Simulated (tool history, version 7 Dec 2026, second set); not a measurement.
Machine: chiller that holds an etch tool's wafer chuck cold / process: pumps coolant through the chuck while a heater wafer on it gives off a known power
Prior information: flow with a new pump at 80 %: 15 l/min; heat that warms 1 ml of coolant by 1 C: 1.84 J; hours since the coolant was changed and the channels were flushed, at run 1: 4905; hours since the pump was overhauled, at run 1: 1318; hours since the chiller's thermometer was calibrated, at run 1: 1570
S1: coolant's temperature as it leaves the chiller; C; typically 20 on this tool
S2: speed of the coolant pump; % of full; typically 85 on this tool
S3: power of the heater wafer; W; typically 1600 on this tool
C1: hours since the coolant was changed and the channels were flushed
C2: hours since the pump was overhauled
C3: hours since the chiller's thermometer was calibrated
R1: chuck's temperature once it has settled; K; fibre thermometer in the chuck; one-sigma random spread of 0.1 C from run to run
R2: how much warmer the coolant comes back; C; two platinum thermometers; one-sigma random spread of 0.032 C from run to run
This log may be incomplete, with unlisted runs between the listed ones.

run	hour	S1	S2	S3	C1	C2	C3	R1	R2
1	0.0	20	85	1600	4905	1318	1570	303.45	3.34
2	21.1	20	85	1600	4926	1340	1591	303.25	3.32
3	59.4	20	85	1600	4965	1378	1630	303.35	3.39
4	102.4	20	85	1600	5008	1421	1673	303.15	3.35
5	126.2	20	85	1600	5032	1445	1696	303.35	3.34
6	154.1	20	85	1600	5059	1473	1724	303.45	3.33
7	178.1	20	85	1600	5083	1497	1748	303.35	3.28
# hour 198.2: coolant changed, channels flushed
8	206.0	20	85	1600	8	1518	1770	302.45	3.34
9	237.7	20	85	1183	40	1550	1802	299.85	2.46
10	273.3	20	85	1183	75	1586	1838	300.35	2.48
11	314.2	12	85	1183	116	1627	1878	291.85	2.49
12	358.7	12	85	1183	161	1671	1923	291.95	2.43
13	392.0	20	78	1600	194	1704	1956	303.25	3.70
14	431.8	20	78	1600	234	1744	1996	303.55	3.70
15	468.6	22	71	1058	270	1781	2033	302.55	2.64
16	513.0	22	88	1282	315	1825	2077	302.45	2.62
17	536.7	15	73	1230	338	1849	2101	296.45	3.02
18	557.8	12	98	833	360	1870	2122	289.45	1.49
19	580.5	12	98	833	382	1893	2145	289.45	1.53
20	622.8	12	98	833	425	1935	2187	289.25	1.49
21	668.9	21	92	1378	471	1981	2233	301.75	2.60
22	712.2	20	73	2035	514	2025	2276	307.45	5.07
23	733.6	22	82	1637	535	2046	2298	305.15	3.60
24	777.4	15	99	1013	579	2090	2342	293.35	1.77
25	798.7	17	85	1412	601	2111	2363	298.55	2.94
26	818.7	17	93	1980	621	2131	2383	300.95	3.76
27	865.1	26	77	1618	667	2178	2429	309.85	3.80
28	890.5	18	90	805	692	2203	2455	295.65	1.55

Forecast each of these 5 alternatives for the next run:
A	928.9	25	61	1286	731	2241	2493	?	?
B	928.9	20	87	1683	731	2241	2493	?	?
C	928.9	18	90	1522	731	2241	2493	?	?
D	928.9	20	85	2379	731	2241	2493	?	?
E	928.9	20	74	1600	731	2241	2493	?	?

run	R1	R2
A	308.85	3.94
B	302.95	3.49
C	299.75	2.98
D	307.45	5.06
E	304.15	3.99
Had the tool no hidden state, the same runs would have come out as:
run	R1	R2
A	308.65	3.81
B	302.75	3.36
C	299.65	2.87
D	307.05	4.88
E	303.95	3.85

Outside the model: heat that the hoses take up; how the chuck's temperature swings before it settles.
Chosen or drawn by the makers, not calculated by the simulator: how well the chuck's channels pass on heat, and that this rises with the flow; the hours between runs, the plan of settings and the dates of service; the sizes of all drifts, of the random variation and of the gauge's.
